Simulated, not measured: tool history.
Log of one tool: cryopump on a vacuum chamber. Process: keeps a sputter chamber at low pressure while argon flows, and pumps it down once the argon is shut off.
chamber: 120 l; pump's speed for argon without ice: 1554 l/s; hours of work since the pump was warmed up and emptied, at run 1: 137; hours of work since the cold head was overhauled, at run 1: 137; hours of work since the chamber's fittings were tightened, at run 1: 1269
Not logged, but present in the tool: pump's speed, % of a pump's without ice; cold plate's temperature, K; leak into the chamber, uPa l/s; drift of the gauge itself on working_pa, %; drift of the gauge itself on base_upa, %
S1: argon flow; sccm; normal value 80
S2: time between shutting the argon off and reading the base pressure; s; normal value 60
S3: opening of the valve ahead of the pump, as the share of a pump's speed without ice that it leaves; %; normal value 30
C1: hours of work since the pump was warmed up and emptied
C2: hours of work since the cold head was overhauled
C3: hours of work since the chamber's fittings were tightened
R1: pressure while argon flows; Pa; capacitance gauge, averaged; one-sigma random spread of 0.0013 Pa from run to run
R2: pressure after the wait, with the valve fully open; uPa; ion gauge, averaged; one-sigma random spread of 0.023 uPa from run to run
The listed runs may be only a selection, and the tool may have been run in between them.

| run | hour | S1 | S2 | S3 | C1 | C2 | C3 | R1 | R2 |
|---|---|---|---|---|---|---|---|---|---|
| 1 | 0.0 | 80 | 60 | 30 | 137 | 137 | 1269 | 0.2958 | 1.05 |
| 2 | 27.7 | 80 | 60 | 30 | 160 | 160 | 1292 | 0.2948 | 1.02 |
| 3 | 53.0 | 80 | 60 | 37 | 181 | 181 | 1313 | 0.2400 | 1.08 |
| 4 | 67.3 | 56 | 60 | 37 | 193 | 193 | 1325 | 0.1691 | 1.03 |
| 5 | 89.6 | 56 | 60 | 37 | 211 | 211 | 1343 | 0.1683 | 1.03 |
| 6 | 105.5 | 56 | 60 | 37 | 224 | 224 | 1356 | 0.1723 | 1.07 |
| 7 | 130.5 | 80 | 60 | 30 | 245 | 245 | 1377 | 0.3001 | 1.03 |
| 8 | 154.7 | 80 | 60 | 30 | 265 | 265 | 1397 | 0.3005 | 1.01 |
| 9 | 175.9 | 80 | 60 | 19 | 282 | 282 | 1414 | 0.4658 | 1.12 |
| 10 | 191.7 | 80 | 60 | 19 | 295 | 295 | 1427 | 0.4731 | 1.10 |
| 11 | 214.8 | 80 | 60 | 19 | 314 | 314 | 1446 | 0.4694 | 1.04 |
| 12 | 238.9 | 80 | 60 | 19 | 334 | 334 | 1466 | 0.4719 | 1.06 |
| 13 | 264.8 | 80 | 60 | 19 | 356 | 356 | 1488 | 0.4732 | 1.16 |
| 14 | 290.6 | 80 | 60 | 19 | 377 | 377 | 1509 | 0.4726 | 1.12 |
| 15 | 314.1 | 80 | 60 | 19 | 397 | 397 | 1528 | 0.4740 | 1.13 |
| 16 | 331.9 | 80 | 60 | 19 | 411 | 411 | 1543 | 0.4735 | 1.13 |
| 17 | 351.0 | 80 | 40 | 19 | 427 | 427 | 1559 | 0.4764 | 1.46 |
| 18 | 372.8 | 65 | 158 | 21 | 445 | 445 | 1577 | 0.3505 | 0.77 |
| 19 | 395.2 | 68 | 41 | 16 | 463 | 463 | 1595 | 0.4794 | 1.49 |
| 20 | 413.4 | 81 | 48 | 28 | 479 | 479 | 1610 | 0.3334 | 1.28 |
| 21 | 440.9 | 80 | 60 | 27 | 501 | 501 | 1633 | 0.3406 | 1.16 |
| 22 | 463.4 | 80 | 60 | 27 | 520 | 520 | 1652 | 0.3398 | 1.18 |
| 23 | 494.0 | 80 | 60 | 27 | 545 | 545 | 1677 | 0.3422 | 1.13 |
| 24 | 516.5 | 92 | 60 | 27 | 564 | 564 | 1696 | 0.3958 | 1.15 |
| 25 | 535.4 | 92 | 60 | 27 | 579 | 579 | 1711 | 0.3950 | 1.23 |
| 26 | 559.0 | 92 | 60 | 27 | 599 | 599 | 1731 | 0.3950 | 1.16 |
| 27 | 577.5 | 92 | 24 | 27 | 614 | 614 | 1746 | 0.3964 | 2.14 |
|  | 591.3 | leaking fittings of the chamber tightened, without venting |
| 28 | 604.0 | 43 | 48 | 30 | 634 | 634 | 10 | 0.1696 | 1.06 |
| 29 | 634.6 | 80 | 40 | 19 | 659 | 659 | 36 | 0.4891 | 1.17 |

Predict the results of run 30:
| 30 | 659.2 | 80 | 40 | 19 | 680 | 680 | 56 | ? | ? |

{"run 30": {"R1": 0.4839, "R2": 1.27}}
With the hidden condition absent and the run-to-run variation left alone, this run would have shown R1 0.4575 Pa, R2 1.19 uPa.

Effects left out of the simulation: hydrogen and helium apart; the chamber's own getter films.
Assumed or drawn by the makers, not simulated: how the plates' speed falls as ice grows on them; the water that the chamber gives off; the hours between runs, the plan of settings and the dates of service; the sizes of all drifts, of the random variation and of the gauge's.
